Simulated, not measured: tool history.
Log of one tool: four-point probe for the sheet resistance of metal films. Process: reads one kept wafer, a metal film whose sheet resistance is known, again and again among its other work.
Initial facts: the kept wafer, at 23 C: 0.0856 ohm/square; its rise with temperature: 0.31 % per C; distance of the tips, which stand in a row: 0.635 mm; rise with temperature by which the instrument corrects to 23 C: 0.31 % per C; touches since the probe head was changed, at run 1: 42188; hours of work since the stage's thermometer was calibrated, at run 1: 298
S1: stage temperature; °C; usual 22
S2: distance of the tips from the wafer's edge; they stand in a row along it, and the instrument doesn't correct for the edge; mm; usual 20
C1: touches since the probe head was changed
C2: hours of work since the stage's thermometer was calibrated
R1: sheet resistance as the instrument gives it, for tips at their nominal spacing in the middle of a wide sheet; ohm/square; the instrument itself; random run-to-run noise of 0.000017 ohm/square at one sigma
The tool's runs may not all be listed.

| run | hour | S1 | S2 | C1 | C2 | R1 |
|---|---|---|---|---|---|---|
| 1 | 0 | 22 | 20 | 42188 | 298 | 0.085453 |
| 2 | 57 | 22 | 20 | 44730 | 330 | 0.085397 |
| 3 | 147.4 | 19 | 20 | 48764 | 382 | 0.085379 |
| 4 | 195.1 | 19 | 20 | 50892 | 409 | 0.085383 |
| 5 | 269.5 | 18 | 20 | 54212 | 452 | 0.08536 |
| 6 | 358.2 | 22 | 20 | 58173 | 502 | 0.085335 |
| 7 | 418.8 | 22 | 12 | 60877 | 537 | 0.085382 |
| 8 | 461.6 | 31 | 26 | 62786 | 561 | 0.085306 |
| 9 | 567 | 28 | 20 | 67486 | 622 | 0.085279 |
|  | 573.2 | stage's thermometer calibrated |
| 10 | 636.7 | 32 | 20 | 70576 | 36 | 0.085264 |
| 11 | 690.9 | 27 | 10 | 72993 | 67 | 0.08536 |
|  | 723 | stage's thermometer calibrated, once more |
| 12 | 792.1 | 27 | 10 | 77487 | 39 | 0.085399 |

For some of the steps in R1 from one run to the next: how much would appear even if the tool had no hidden state, given the settings, what came in and random variation, and how much remains for the hidden state plus any gauge scatter that the measured result and the result without hidden state don't share?
Hidden conditions of the tool in this case: inner tips' distance over the nominal, %; tips' flats over new ones', %; wafer's true temperature over the reading, C; drift of the gauge itself on sheet_ohm, %.
Run 10 -> 11: S1 32 -> 27, S2 20 -> 10. R1 +0.000096 ohm/square: hidden state -0.000019, all else +0.000115.
Run 11 -> 12: stage's thermometer calibrated, once more. R1 +0.000039 ohm/square: hidden state +0.000048, all else -0.000009.
